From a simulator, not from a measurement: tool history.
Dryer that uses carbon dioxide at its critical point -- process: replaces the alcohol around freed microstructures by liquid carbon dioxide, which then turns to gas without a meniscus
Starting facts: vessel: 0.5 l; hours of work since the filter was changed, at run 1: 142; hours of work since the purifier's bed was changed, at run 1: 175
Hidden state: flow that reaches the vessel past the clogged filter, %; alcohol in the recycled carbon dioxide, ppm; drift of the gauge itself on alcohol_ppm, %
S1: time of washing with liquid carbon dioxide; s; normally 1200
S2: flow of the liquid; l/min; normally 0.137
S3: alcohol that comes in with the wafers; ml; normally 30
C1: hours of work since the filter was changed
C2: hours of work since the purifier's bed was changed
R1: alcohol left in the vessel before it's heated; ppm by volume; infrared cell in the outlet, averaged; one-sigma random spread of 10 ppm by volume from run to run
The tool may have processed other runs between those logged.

{"run": 1, "hour": 0.0, "S1": 1200, "S2": 0.137, "S3": 30, "C1": 142, "C2": 175, "R1": 834}
{"run": 2, "hour": 5.3, "S1": 1200, "S2": 0.137, "S3": 30, "C1": 146, "C2": 179, "R1": 857}
{"run": 3, "hour": 13.8, "S1": 1200, "S2": 0.137, "S3": 30, "C1": 153, "C2": 186, "R1": 873}
{"run": 4, "hour": 21.0, "S1": 1200, "S2": 0.137, "S3": 30, "C1": 158, "C2": 191, "R1": 865}
{"run": 5, "hour": 27.7, "S1": 1200, "S2": 0.137, "S3": 30, "C1": 163, "C2": 196, "R1": 877}
{"run": 6, "hour": 37.0, "S1": 1200, "S2": 0.137, "S3": 30, "C1": 170, "C2": 204, "R1": 892}
{"run": 7, "hour": 46.7, "S1": 1200, "S2": 0.137, "S3": 30, "C1": 178, "C2": 211, "R1": 904}
{"run": 8, "hour": 51.7, "S1": 1200, "S2": 0.137, "S3": 30, "C1": 182, "C2": 215, "R1": 905}
{"run": 9, "hour": 61.0, "S1": 1200, "S2": 0.137, "S3": 30, "C1": 189, "C2": 222, "R1": 920}
{"run": 10, "hour": 70.6, "S1": 1200, "S2": 0.137, "S3": 30, "C1": 196, "C2": 229, "R1": 955}
{"run": 11, "hour": 79.0, "S1": 1200, "S2": 0.21, "S3": 30, "C1": 203, "C2": 236, "R1": 112}
{"run": 12, "hour": 85.4, "S1": 1800, "S2": 0.187, "S3": 30, "C1": 208, "C2": 241, "R1": 24}
{"run": 13, "hour": 94.9, "S1": 1860, "S2": 0.102, "S3": 30, "C1": 215, "C2": 248, "R1": 586}
{"hour": 101.0, "done": "inlet filter changed"}
{"run": 14, "hour": 103.3, "S1": 1740, "S2": 0.114, "S3": 30, "C1": 2, "C2": 254, "R1": 268}
{"run": 15, "hour": 111.5, "S1": 1080, "S2": 0.092, "S3": 30, "C1": 8, "C2": 260, "R1": 4023}
{"run": 16, "hour": 122.4, "S1": 1740, "S2": 0.101, "S3": 105, "C1": 16, "C2": 268, "R1": 1718}
{"run": 17, "hour": 129.8, "S1": 1740, "S2": 0.101, "S3": 105, "C1": 22, "C2": 274, "R1": 1781}
{"run": 18, "hour": 138.2, "S1": 1620, "S2": 0.143, "S3": 30, "C1": 29, "C2": 281, "R1": 120}
{"run": 19, "hour": 143.2, "S1": 720, "S2": 0.228, "S3": 94, "C1": 32, "C2": 284, "R1": 1795}
{"run": 20, "hour": 147.9, "S1": 780, "S2": 0.207, "S3": 38, "C1": 36, "C2": 288, "R1": 832}
{"run": 21, "hour": 157.3, "S1": 1680, "S2": 0.101, "S3": 67, "C1": 43, "C2": 295, "R1": 1386}
{"run": 22, "hour": 164.5, "S1": 1200, "S2": 0.137, "S3": 75, "C1": 49, "C2": 301, "R1": 1646}

Each row is a separate what-if for the run after 22, all from the same tool condition, not one after another. Results?
{"run": "A", "hour": 174.6, "S1": 1680, "S2": 0.153, "S3": 49, "C1": 57, "C2": 309, "R1": "?"}
{"run": "B", "hour": 174.6, "S1": 1140, "S2": 0.089, "S3": 22, "C1": 57, "C2": 309, "R1": "?"}
{"run": "C", "hour": 174.6, "S1": 1200, "S2": 0.112, "S3": 21, "C1": 57, "C2": 309, "R1": "?"}
{"run": "D", "hour": 174.6, "S1": 720, "S2": 0.139, "S3": 75, "C1": 57, "C2": 309, "R1": "?"}

run=A R1=116
run=B R1=2949
run=C R1=1145
run=D R1=9913
What these runs would have given with no unlogged condition in the tool:
run=A R1=78
run=B R1=2712
run=C R1=1012
run=D R1=9150
